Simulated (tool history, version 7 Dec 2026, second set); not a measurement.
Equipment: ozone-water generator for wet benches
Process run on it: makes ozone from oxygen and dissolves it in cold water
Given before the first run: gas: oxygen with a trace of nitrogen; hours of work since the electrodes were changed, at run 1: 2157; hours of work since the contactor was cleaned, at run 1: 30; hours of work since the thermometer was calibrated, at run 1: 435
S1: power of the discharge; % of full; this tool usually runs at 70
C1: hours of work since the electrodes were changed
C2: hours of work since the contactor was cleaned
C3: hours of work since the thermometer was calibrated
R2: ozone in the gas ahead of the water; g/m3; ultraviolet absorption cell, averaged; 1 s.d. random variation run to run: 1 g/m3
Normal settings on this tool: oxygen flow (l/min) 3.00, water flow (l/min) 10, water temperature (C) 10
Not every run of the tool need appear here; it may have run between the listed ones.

{"run": 1, "hour": 0.0, "S1": 70, "oxygen flow (l/min)": 3.0, "water flow (l/min)": 10, "water temperature (C)": 10, "C1": 2157, "C2": 30, "C3": 435, "dissolved ozone (ppm)": 23.2, "R2": 172.0}
{"run": 2, "hour": 86.5, "S1": 70, "oxygen flow (l/min)": 3.0, "water flow (l/min)": 10, "water temperature (C)": 10, "C1": 2210, "C2": 83, "C3": 488, "dissolved ozone (ppm)": 22.8, "R2": 172.6}
{"run": 3, "hour": 252.6, "S1": 70, "oxygen flow (l/min)": 1.64, "water flow (l/min)": 10, "water temperature (C)": 10, "C1": 2313, "C2": 186, "C3": 591, "dissolved ozone (ppm)": 19.2, "R2": 210.8}
{"run": 4, "hour": 428.5, "S1": 70, "oxygen flow (l/min)": 3.0, "water flow (l/min)": 10, "water temperature (C)": 12, "C1": 2421, "C2": 295, "C3": 699, "dissolved ozone (ppm)": 22.4, "R2": 173.1}
{"run": 5, "hour": 589.1, "S1": 70, "oxygen flow (l/min)": 3.0, "water flow (l/min)": 10, "water temperature (C)": 10, "C1": 2521, "C2": 394, "C3": 799, "dissolved ozone (ppm)": 22.8, "R2": 172.4}
{"run": 6, "hour": 755.0, "S1": 70, "oxygen flow (l/min)": 3.0, "water flow (l/min)": 10, "water temperature (C)": 10, "C1": 2623, "C2": 496, "C3": 901, "dissolved ozone (ppm)": 22.9, "R2": 173.3}
{"run": 7, "hour": 866.6, "S1": 70, "oxygen flow (l/min)": 3.0, "water flow (l/min)": 10, "water temperature (C)": 10, "C1": 2692, "C2": 565, "C3": 970, "dissolved ozone (ppm)": 22.9, "R2": 172.6}
{"run": 8, "hour": 1064.2, "S1": 70, "oxygen flow (l/min)": 3.0, "water flow (l/min)": 10, "water temperature (C)": 10, "C1": 2814, "C2": 687, "C3": 1092, "dissolved ozone (ppm)": 23.0, "R2": 167.6}
{"run": 9, "hour": 1267.1, "S1": 70, "oxygen flow (l/min)": 3.0, "water flow (l/min)": 10, "water temperature (C)": 10, "C1": 2939, "C2": 813, "C3": 1217, "dissolved ozone (ppm)": 22.7, "R2": 171.4}
{"run": 10, "hour": 1466.5, "S1": 48, "oxygen flow (l/min)": 3.0, "water flow (l/min)": 10, "water temperature (C)": 10, "C1": 3063, "C2": 936, "C3": 1341, "dissolved ozone (ppm)": 18.5, "R2": 137.4}
{"run": 11, "hour": 1641.7, "S1": 70, "oxygen flow (l/min)": 3.48, "water flow (l/min)": 10, "water temperature (C)": 10, "C1": 3171, "C2": 1044, "C3": 1449, "dissolved ozone (ppm)": 23.1, "R2": 160.3}
{"run": 12, "hour": 1818.5, "S1": 70, "oxygen flow (l/min)": 3.48, "water flow (l/min)": 15, "water temperature (C)": 10, "C1": 3280, "C2": 1153, "C3": 1558, "dissolved ozone (ppm)": 16.0, "R2": 159.1}
{"run": 13, "hour": 1921.3, "S1": 70, "oxygen flow (l/min)": 3.48, "water flow (l/min)": 15, "water temperature (C)": 10, "C1": 3344, "C2": 1217, "C3": 1622, "dissolved ozone (ppm)": 16.0, "R2": 160.0}
{"run": 14, "hour": 2052.7, "S1": 59, "oxygen flow (l/min)": 3.0, "water flow (l/min)": 10, "water temperature (C)": 10, "C1": 3425, "C2": 1298, "C3": 1703, "dissolved ozone (ppm)": 20.5, "R2": 154.8}
{"run": 15, "hour": 2207.4, "S1": 59, "oxygen flow (l/min)": 3.0, "water flow (l/min)": 10, "water temperature (C)": 10, "C1": 3520, "C2": 1393, "C3": 1798, "dissolved ozone (ppm)": 20.4, "R2": 153.9}
{"run": 16, "hour": 2338.8, "S1": 59, "oxygen flow (l/min)": 3.0, "water flow (l/min)": 10, "water temperature (C)": 10, "C1": 3601, "C2": 1475, "C3": 1880, "dissolved ozone (ppm)": 20.4, "R2": 153.0}
{"run": 17, "hour": 2439.4, "S1": 70, "oxygen flow (l/min)": 3.0, "water flow (l/min)": 13, "water temperature (C)": 10, "C1": 3664, "C2": 1537, "C3": 1942, "dissolved ozone (ppm)": 17.4, "R2": 168.6}
{"run": 18, "hour": 2539.1, "S1": 70, "oxygen flow (l/min)": 3.12, "water flow (l/min)": 9, "water temperature (C)": 10, "C1": 3725, "C2": 1598, "C3": 2003, "dissolved ozone (ppm)": 24.5, "R2": 165.6}
{"run": 19, "hour": 2656.6, "S1": 70, "oxygen flow (l/min)": 3.49, "water flow (l/min)": 10, "water temperature (C)": 10, "C1": 3798, "C2": 1671, "C3": 2076, "dissolved ozone (ppm)": 22.8, "R2": 159.6}
{"run": 20, "hour": 2788.5, "S1": 70, "oxygen flow (l/min)": 4.45, "water flow (l/min)": 9, "water temperature (C)": 8, "C1": 3879, "C2": 1752, "C3": 2157, "dissolved ozone (ppm)": 26.5, "R2": 146.5}
{"run": 21, "hour": 2890.6, "S1": 70, "oxygen flow (l/min)": 4.45, "water flow (l/min)": 9, "water temperature (C)": 8, "C1": 3942, "C2": 1815, "C3": 2220, "dissolved ozone (ppm)": 26.5, "R2": 144.9}
{"run": 22, "hour": 2983.1, "S1": 70, "oxygen flow (l/min)": 2.8, "water flow (l/min)": 13, "water temperature (C)": 5, "C1": 3999, "C2": 1873, "C3": 2277, "dissolved ozone (ppm)": 17.8, "R2": 168.9}
{"run": 23, "hour": 3157.9, "S1": 70, "oxygen flow (l/min)": 3.0, "water flow (l/min)": 10, "water temperature (C)": 6, "C1": 4107, "C2": 1981, "C3": 2385, "dissolved ozone (ppm)": 22.9, "R2": 164.2}
{"run": 24, "hour": 3323.4, "S1": 66, "oxygen flow (l/min)": 2.26, "water flow (l/min)": 7, "water temperature (C)": 10, "C1": 4210, "C2": 2083, "C3": 2488, "dissolved ozone (ppm)": 26.0, "R2": 175.8}
{"run": 25, "hour": 3507.5, "S1": 70, "oxygen flow (l/min)": 1.76, "water flow (l/min)": 8, "water temperature (C)": 10, "C1": 4323, "C2": 2197, "C3": 2601, "dissolved ozone (ppm)": 22.6, "R2": 194.0}
{"run": 26, "hour": 3624.7, "S1": 70, "oxygen flow (l/min)": 2.04, "water flow (l/min)": 8, "water temperature (C)": 11, "C1": 4396, "C2": 2269, "C3": 2674, "dissolved ozone (ppm)": 23.4, "R2": 186.2}
{"run": 27, "hour": 3726.4, "S1": 70, "oxygen flow (l/min)": 4.77, "water flow (l/min)": 7, "water temperature (C)": 10, "C1": 4459, "C2": 2332, "C3": 2737, "dissolved ozone (ppm)": 30.0, "R2": 139.7}
{"run": 28, "hour": 3884.1, "S1": 64, "oxygen flow (l/min)": 2.13, "water flow (l/min)": 16, "water temperature (C)": 12, "C1": 4556, "C2": 2429, "C3": 2834, "dissolved ozone (ppm)": 11.2, "R2": 175.4}
{"run": 29, "hour": 4075.0, "S1": 49, "oxygen flow (l/min)": 2.13, "water flow (l/min)": 16, "water temperature (C)": 12, "C1": 4674, "C2": 2547, "C3": 2952, "dissolved ozone (ppm)": 9.9, "R2": 151.1}
{"run": 30, "hour": 4269.5, "S1": 49, "oxygen flow (l/min)": 2.13, "water flow (l/min)": 16, "water temperature (C)": 12, "C1": 4794, "C2": 2667, "C3": 3072, "dissolved ozone (ppm)": 9.6, "R2": 151.4}
{"run": 31, "hour": 4446.0, "S1": 49, "oxygen flow (l/min)": 2.13, "water flow (l/min)": 16, "water temperature (C)": 12, "C1": 4903, "C2": 2776, "C3": 3181, "dissolved ozone (ppm)": 9.9, "R2": 152.6}
{"run": 32, "hour": 4530.4, "S1": 83, "oxygen flow (l/min)": 2.08, "water flow (l/min)": 7, "water temperature (C)": 10, "C1": 4955, "C2": 2828, "C3": 3233, "dissolved ozone (ppm)": 28.7, "R2": 197.5}

Some steps in dissolved ozone (ppm) between neighbouring runs. How much of each would the tool show without its hidden state too (settings, what came in, random variation), and how much is left for the hidden state, with any gauge scatter that isn't in both results?
Hidden state present: yield of the discharge, % of new electrodes'; contactor's efficiency, % of a clean one's; true water temperature over the reading, C; drift of the gauge itself on ozone_ppm, %; drift of the gauge itself on gas_g_m3, %.
Run 21 -> 22: oxygen flow (l/min) 4.45 -> 2.80, water flow (l/min) 9 -> 13, water temperature (C) 8 -> 5. dissolved ozone (ppm) -8.7: hidden state +0.9, all else -9.6.
Run 26 -> 27: oxygen flow (l/min) 2.04 -> 4.77, water flow (l/min) 8 -> 7, water temperature (C) 11 -> 10. dissolved ozone (ppm) +6.6: hidden state -1.0, all else +7.6.
Run 27 -> 28: S1 70 -> 64, oxygen flow (l/min) 4.77 -> 2.13, water flow (l/min) 7 -> 16, water temperature (C) 10 -> 12. dissolved ozone (ppm) -18.8: hidden state +2.5, all else -21.3.
Run 31 -> 32: S1 49 -> 83, oxygen flow (l/min) 2.13 -> 2.08, water flow (l/min) 16 -> 7, water temperature (C) 12 -> 10. dissolved ozone (ppm) +18.8: hidden state -3.5, all else +22.3.
